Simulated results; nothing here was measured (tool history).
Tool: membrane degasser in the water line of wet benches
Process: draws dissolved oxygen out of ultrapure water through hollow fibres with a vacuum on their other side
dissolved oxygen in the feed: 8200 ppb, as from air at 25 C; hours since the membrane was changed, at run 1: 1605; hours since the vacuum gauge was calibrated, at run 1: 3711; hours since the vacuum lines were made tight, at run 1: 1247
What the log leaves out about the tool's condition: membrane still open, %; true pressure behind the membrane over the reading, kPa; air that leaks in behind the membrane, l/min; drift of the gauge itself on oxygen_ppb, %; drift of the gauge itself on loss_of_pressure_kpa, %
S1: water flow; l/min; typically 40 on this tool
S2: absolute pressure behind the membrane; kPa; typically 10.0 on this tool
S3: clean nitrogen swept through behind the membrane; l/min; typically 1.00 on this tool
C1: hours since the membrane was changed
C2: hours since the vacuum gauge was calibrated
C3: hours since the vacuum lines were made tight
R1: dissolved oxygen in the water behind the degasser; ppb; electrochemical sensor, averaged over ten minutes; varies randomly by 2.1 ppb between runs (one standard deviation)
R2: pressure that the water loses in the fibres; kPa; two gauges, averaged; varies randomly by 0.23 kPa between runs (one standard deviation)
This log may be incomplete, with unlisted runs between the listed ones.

run,hour,S1,S2,S3,C1,C2,C3,R1,R2
1,0.0,40,10.0,1.00,1605,3711,1247,555.5,57.27
2,40.3,40,10.0,1.00,1645,3751,1288,553.2,57.43
3,70.0,40,10.0,1.00,1675,3781,1317,550.3,57.26
4,110.3,40,10.0,1.00,1715,3821,1358,556.1,57.61
# hour 114.0: vacuum gauge calibrated
5,145.0,40,10.0,1.00,1750,31,1392,556.8,57.46
6,190.4,34,10.0,0.84,1795,76,1437,558.7,48.55
7,233.2,31,21.4,2.56,1838,119,1480,507.0,44.69
8,279.1,31,21.4,2.56,1884,165,1526,506.2,44.40
9,305.1,55,10.0,2.02,1910,191,1552,438.6,78.65
# hour 354.0: vacuum gauge calibrated, once more
10,356.1,55,10.0,2.02,1960,2,1602,416.7,79.41

Each row is a separate what-if for the run after 10, all from the same tool condition, not one after another. Results?
A,400.3,43,16.2,1.00,2004,46,1647,?,?
B,400.3,36,10.0,1.00,2004,46,1647,?,?
C,400.3,55,7.7,0.99,2004,46,1647,?,?
D,400.3,40,17.6,0.54,2004,46,1647,?,?
E,400.3,36,7.9,0.50,2004,46,1647,?,?

run,R1,R2
A,1011.1,61.74
B,492.7,51.98
C,476.3,78.54
D,1585.5,57.66
E,564.6,51.79
The same runs, with their run-to-run variation unchanged, on a tool lacking any hidden condition would have given:
run,R1,R2
A,1011.4,60.70
B,493.2,51.10
C,477.4,77.21
D,1591.7,56.69
E,569.6,50.92

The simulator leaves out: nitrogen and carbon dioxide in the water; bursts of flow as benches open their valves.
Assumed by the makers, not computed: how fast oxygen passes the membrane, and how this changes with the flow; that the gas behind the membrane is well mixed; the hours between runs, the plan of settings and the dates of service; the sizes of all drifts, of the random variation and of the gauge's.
